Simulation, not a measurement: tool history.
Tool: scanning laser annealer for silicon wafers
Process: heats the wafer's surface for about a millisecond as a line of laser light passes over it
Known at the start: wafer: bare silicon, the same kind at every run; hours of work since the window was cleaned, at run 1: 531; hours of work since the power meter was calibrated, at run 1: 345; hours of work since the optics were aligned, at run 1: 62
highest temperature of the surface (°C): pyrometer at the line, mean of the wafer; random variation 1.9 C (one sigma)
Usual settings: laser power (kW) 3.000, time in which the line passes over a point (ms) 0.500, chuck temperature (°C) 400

run	hour	laser power (kW)	time in which the line passes over a point (ms)	chuck temperature (°C)	hours of work since the window was cleaned	hours of work since the power meter was calibrated	hours of work since the optics were aligned	highest temperature of the surface (°C)
1	0.0	3.000	0.500	400	531	345	62	1220
2	24.1	3.184	0.500	400	546	360	77	1267
3	47.3	3.000	0.500	436	561	375	92	1262
4	58.4	3.000	0.500	436	568	382	99	1254
5	80.2	3.000	0.500	436	582	396	113	1254
6	98.4	3.000	0.474	436	593	407	124	1234
7	113.5	3.000	0.474	436	603	417	134	1234
8	134.5	3.000	0.474	436	616	430	147	1235
# hour 137.9: window over the wafer cleaned
9	155.2	3.000	0.474	438	11	442	159	1252
10	178.1	3.000	0.474	438	25	456	173	1252
11	192.3	3.000	0.474	438	35	466	183	1254
12	208.7	3.000	0.474	438	45	476	193	1249
13	227.4	3.000	0.474	438	57	488	205	1254
14	249.2	3.000	0.474	438	71	502	219	1250
15	269.9	3.212	0.556	424	84	515	232	1356
16	286.0	3.212	0.556	424	94	525	242	1356
17	302.8	2.577	0.542	418	105	536	253	1158
18	321.1	3.000	0.435	367	116	547	264	1148

Forecast each of these 5 alternatives for the next run:
A	337.1	2.994	0.500	400	126	557	274	?
B	337.1	2.637	0.405	399	126	557	274	?
C	337.1	3.243	0.435	367	126	557	274	?
D	337.1	3.000	0.559	400	126	557	274	?
E	337.1	2.919	0.393	400	126	557	274	?

run	highest temperature of the surface (°C)
A	1229
B	1063
C	1214
D	1272
E	1127
Without the tool's hidden state the same runs would have given:
run	highest temperature of the surface (°C)
A	1239
B	1072
C	1224
D	1283
E	1136

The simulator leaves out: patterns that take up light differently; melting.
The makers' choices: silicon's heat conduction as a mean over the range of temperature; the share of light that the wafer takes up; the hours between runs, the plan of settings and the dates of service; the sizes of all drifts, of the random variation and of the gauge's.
